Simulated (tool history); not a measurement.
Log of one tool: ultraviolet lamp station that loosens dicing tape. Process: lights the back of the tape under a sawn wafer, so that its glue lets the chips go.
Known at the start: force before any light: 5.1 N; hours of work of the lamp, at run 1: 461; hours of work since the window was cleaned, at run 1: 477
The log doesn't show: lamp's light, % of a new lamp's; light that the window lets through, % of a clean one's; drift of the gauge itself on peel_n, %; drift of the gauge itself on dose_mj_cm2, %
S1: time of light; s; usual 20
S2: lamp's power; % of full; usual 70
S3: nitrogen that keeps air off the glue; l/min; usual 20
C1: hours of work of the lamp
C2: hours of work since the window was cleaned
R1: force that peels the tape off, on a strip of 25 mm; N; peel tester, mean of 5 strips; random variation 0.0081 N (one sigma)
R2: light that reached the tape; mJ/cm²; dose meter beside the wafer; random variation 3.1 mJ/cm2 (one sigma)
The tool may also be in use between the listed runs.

| run | day | S1 | S2 | S3 | C1 | C2 | R1 | R2 |
|---|---|---|---|---|---|---|---|---|
| 1 | 0 | 20 | 70 | 20 | 461 | 477 | 0.528 | 364 |
| 2 | 0.5 | 20 | 70 | 20 | 471 | 487 | 0.517 | 364 |
| 3 | 1.317 | 20 | 70 | 20 | 486 | 502 | 0.509 | 354 |
| 4 | 1.858 | 20 | 70 | 20 | 496 | 512 | 0.521 | 353 |
| 5 | 2.696 | 20 | 70 | 20 | 512 | 528 | 0.541 | 348 |
| 6 | 3.325 | 20 | 70 | 20 | 523 | 540 | 0.543 | 347 |
| 7 | 3.971 | 21 | 70 | 20 | 536 | 552 | 0.483 | 368 |
| 8 | 4.554 | 21 | 70 | 20 | 546 | 563 | 0.484 | 359 |
| 9 | 5.392 | 21 | 96 | 20 | 562 | 578 | 0.309 | 490 |
| 10 | 6.025 | 20 | 70 | 20 | 574 | 590 | 0.588 | 336 |
| 11 | 6.842 | 20 | 70 | 20 | 589 | 606 | 0.574 | 338 |
|  | 6.921 | window cleaned of glue's vapour |
| 12 | 7.396 | 20 | 70 | 20 | 599 | 9 | 0.768 | 291 |
| 13 | 7.942 | 20 | 70 | 20 | 609 | 19 | 0.752 | 285 |
| 14 | 8.45 | 20 | 70 | 20 | 619 | 29 | 0.787 | 282 |
| 15 | 8.971 | 20 | 70 | 20 | 629 | 38 | 0.78 | 279 |
| 16 | 9.629 | 20 | 70 | 20 | 641 | 51 | 0.819 | 281 |
| 17 | 10.35 | 20 | 70 | 20 | 655 | 64 | 0.808 | 274 |
| 18 | 10.779 | 20 | 70 | 20 | 663 | 72 | 0.833 | 275 |
| 19 | 11.517 | 20 | 70 | 20 | 676 | 86 | 0.83 | 274 |
|  | 11.967 | window cleaned of glue's vapour, once more |
| 20 | 11.967 | 20 | 70 | 20 | 684 | 0 | 0.461 | 389 |
| 21 | 12.612 | 20 | 70 | 20 | 697 | 12 | 0.459 | 380 |
| 22 | 13.221 | 18 | 70 | 34 | 708 | 24 | 0.468 | 343 |
| 23 | 14.046 | 37 | 88 | 15 | 723 | 39 | 0.2 | 885 |
| 24 | 14.638 | 13 | 73 | 13 | 734 | 50 | 1.014 | 255 |
| 25 | 15.125 | 13 | 73 | 13 | 744 | 59 | 1.089 | 253 |
| 26 | 15.562 | 13 | 73 | 13 | 752 | 67 | 1.091 | 252 |
| 27 | 16.192 | 13 | 73 | 13 | 763 | 79 | 1.07 | 251 |
| 28 | 16.533 | 20 | 64 | 12 | 770 | 85 | 0.701 | 338 |
| 29 | 16.9 | 20 | 79 | 10 | 777 | 92 | 0.525 | 416 |
| 30 | 17.479 | 38 | 66 | 16 | 788 | 103 | 0.225 | 658 |
| 31 | 18 | 20 | 62 | 19 | 797 | 113 | 0.637 | 319 |
| 32 | 18.496 | 27 | 78 | 20 | 807 | 122 | 0.272 | 540 |
| 33 | 18.962 | 27 | 78 | 20 | 815 | 131 | 0.275 | 539 |
| 34 | 19.604 | 24 | 75 | 29 | 827 | 143 | 0.304 | 457 |
| 35 | 20.171 | 25 | 72 | 12 | 838 | 154 | 0.439 | 449 |
| 36 | 20.808 | 18 | 72 | 8 | 850 | 166 | 0.883 | 324 |
| 37 | 21.438 | 11 | 70 | 17 | 862 | 177 | 1.466 | 195 |
| 38 | 21.838 | 11 | 73 | 17 | 869 | 185 | 1.323 | 200 |
| 39 | 22.271 | 17 | 75 | 34 | 877 | 193 | 0.548 | 311 |
| 40 | 22.612 | 19 | 76 | 12 | 884 | 199 | 0.649 | 353 |
| 41 | 23.179 | 24 | 71 | 14 | 894 | 210 | 0.463 | 417 |
| 42 | 23.55 | 15 | 72 | 6 | 901 | 217 | 1.334 | 265 |

Hidden state at the last listed run before each entry between runs and at the first one after, where it differs:
Between runs 11 and 12: window cleaned of glue's vapour (day 6.921)
  lamp's light, % of a new lamp's: 83.5 -> 83.2; light that the window lets through, % of a clean one's: 83.1 -> 71.4
  measured less the result without the state, R1: +0.26 -> +0.445 N; R2: -148 -> -196 mJ/cm²
Between runs 19 and 20: window cleaned of glue's vapour, once more (day 11.967)
  lamp's light, % of a new lamp's: 81.2 -> 81; light that the window lets through, % of a clean one's: 69.4 -> 99.4
  measured less the result without the state, R1: +0.511 -> +0.139 N; R2: -213 -> -94 mJ/cm²
